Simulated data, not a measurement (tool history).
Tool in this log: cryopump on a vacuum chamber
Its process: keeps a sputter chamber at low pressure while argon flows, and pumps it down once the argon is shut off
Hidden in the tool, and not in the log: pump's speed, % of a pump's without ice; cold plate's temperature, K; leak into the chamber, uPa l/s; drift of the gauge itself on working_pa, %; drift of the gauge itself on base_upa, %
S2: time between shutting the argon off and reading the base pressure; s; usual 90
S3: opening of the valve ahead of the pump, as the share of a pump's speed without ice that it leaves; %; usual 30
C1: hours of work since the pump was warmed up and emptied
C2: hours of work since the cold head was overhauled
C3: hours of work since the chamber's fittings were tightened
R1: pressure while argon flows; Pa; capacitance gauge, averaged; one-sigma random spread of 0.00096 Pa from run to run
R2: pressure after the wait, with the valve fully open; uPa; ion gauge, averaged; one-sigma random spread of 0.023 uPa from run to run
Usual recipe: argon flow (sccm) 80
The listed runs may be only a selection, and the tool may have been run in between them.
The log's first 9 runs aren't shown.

run 10 hour=266.4 | argon_flow_(sccm)=84 S2=90 S3=30 | C1=384 C2=384 C3=822 | R1=0.2281 R2=1.59
run 11 hour=295.2 | argon_flow_(sccm)=45 S2=90 S3=30 | C1=398 C2=398 C3=837 | R1=0.1231 R2=1.65
run 12 hour=324.8 | argon_flow_(sccm)=80 S2=90 S3=30 | C1=413 C2=413 C3=852 | R1=0.2167 R2=1.61
run 13 hour=353.1 | argon_flow_(sccm)=80 S2=90 S3=30 | C1=428 C2=428 C3=866 | R1=0.2169 R2=1.67
run 14 hour=387.1 | argon_flow_(sccm)=137 S2=90 S3=30 | C1=445 C2=445 C3=883 | R1=0.3740 R2=1.71
run 15 hour=420.8 | argon_flow_(sccm)=80 S2=90 S3=30 | C1=462 C2=462 C3=900 | R1=0.2179 R2=1.70
run 16 hour=441.4 | argon_flow_(sccm)=80 S2=90 S3=30 | C1=472 C2=472 C3=911 | R1=0.2182 R2=1.76
run 17 hour=469.0 | argon_flow_(sccm)=80 S2=90 S3=30 | C1=486 C2=486 C3=925 | R1=0.2193 R2=1.73
run 18 hour=498.8 | argon_flow_(sccm)=80 S2=90 S3=30 | C1=501 C2=501 C3=940 | R1=0.2196 R2=1.79
run 19 hour=528.6 | argon_flow_(sccm)=80 S2=90 S3=30 | C1=516 C2=516 C3=955 | R1=0.2205 R2=1.82
run 20 hour=546.3 | argon_flow_(sccm)=76 S2=70 S3=34 | C1=525 C2=525 C3=964 | R1=0.1864 R2=1.92
run 21 hour=569.8 | argon_flow_(sccm)=48 S2=63 S3=16 | C1=537 C2=537 C3=976 | R1=0.2404 R2=2.07

What will run 22 give?
run 22 hour=601.6 | argon_flow_(sccm)=80 S2=47 S3=51 | C1=553 C2=553 C3=992 | R1=? R2=?

R1: 0.1365 Pa
R2: 2.38 uPa
The same run, on a tool lacking any hidden state, would have yielded R1 0.1211 Pa, R2 1.22 uPa.

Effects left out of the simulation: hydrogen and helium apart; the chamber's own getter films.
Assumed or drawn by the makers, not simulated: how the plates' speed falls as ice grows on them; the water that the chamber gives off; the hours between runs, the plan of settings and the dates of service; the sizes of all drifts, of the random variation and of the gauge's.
